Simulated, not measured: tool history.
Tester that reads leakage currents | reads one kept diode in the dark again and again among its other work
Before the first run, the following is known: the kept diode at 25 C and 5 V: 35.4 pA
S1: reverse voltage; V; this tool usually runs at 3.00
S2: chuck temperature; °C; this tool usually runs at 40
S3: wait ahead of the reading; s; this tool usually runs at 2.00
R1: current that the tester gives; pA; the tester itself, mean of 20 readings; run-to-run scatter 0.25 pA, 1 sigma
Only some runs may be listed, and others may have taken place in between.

run,day,S1,S2,S3,R1
1,0.000,3.00,40,2.00,82.10
2,3.504,3.00,54,2.00,213.86
3,5.292,3.00,55,2.00,228.47
4,8.929,3.00,55,2.00,227.73
5,12.196,3.00,40,2.00,81.83
6,13.721,9.56,40,2.00,158.66
7,15.862,3.00,40,2.00,82.29
8,17.517,3.00,40,0.80,82.25
9,20.100,3.00,40,0.80,82.57
10,22.804,3.00,40,2.00,81.71
11,25.008,3.00,40,2.00,81.64
12,28.646,3.00,40,2.00,82.02
13,30.458,3.00,40,2.00,82.44
14,32.329,3.00,40,2.00,82.71
15,34.525,3.00,40,2.00,81.86
16,37.979,3.00,40,2.00,82.35
17,40.704,3.00,40,2.00,81.92
18,43.288,3.00,40,2.00,81.95
19,46.683,3.00,51,2.00,175.28
20,48.571,3.00,40,2.00,81.76
21,51.975,12.78,40,8.78,187.39
22,55.025,17.20,31,2.00,114.68
23,58.208,17.20,46,2.00,337.31
24,61.467,1.20,48,8.93,85.50
25,63.346,1.20,48,8.93,85.37
26,64.917,1.20,48,8.93,85.12
27,67.450,1.20,48,8.93,85.00
28,69.938,1.20,48,8.93,84.47
29,73.479,1.72,28,5.83,24.54
30,75.438,1.72,42,3.63,68.68
31,77.567,1.59,44,5.74,76.10
32,81.217,1.59,44,5.74,75.52
33,82.812,1.59,35,1.68,40.05
34,84.783,3.01,35,1.68,57.46
35,86.329,3.01,35,1.68,57.34
36,89.246,3.01,35,1.68,57.21
37,91.046,3.01,35,1.68,56.98
38,93.046,3.44,27,1.97,33.69
39,96.067,3.44,38,1.15,76.52

Consider 3 possible next runs. They are alternatives, not a sequence: every one starts from the tool as it was left by run 39. What does each give?
A,97.600,5.26,31,8.35,?
B,97.600,17.20,38,7.80,?
C,97.600,9.24,25,2.00,?

run,R1
A,58.17
B,190.60
C,50.95
Without the tool's hidden state the same runs would have given:
run,R1
A,58.07
B,190.27
C,50.80
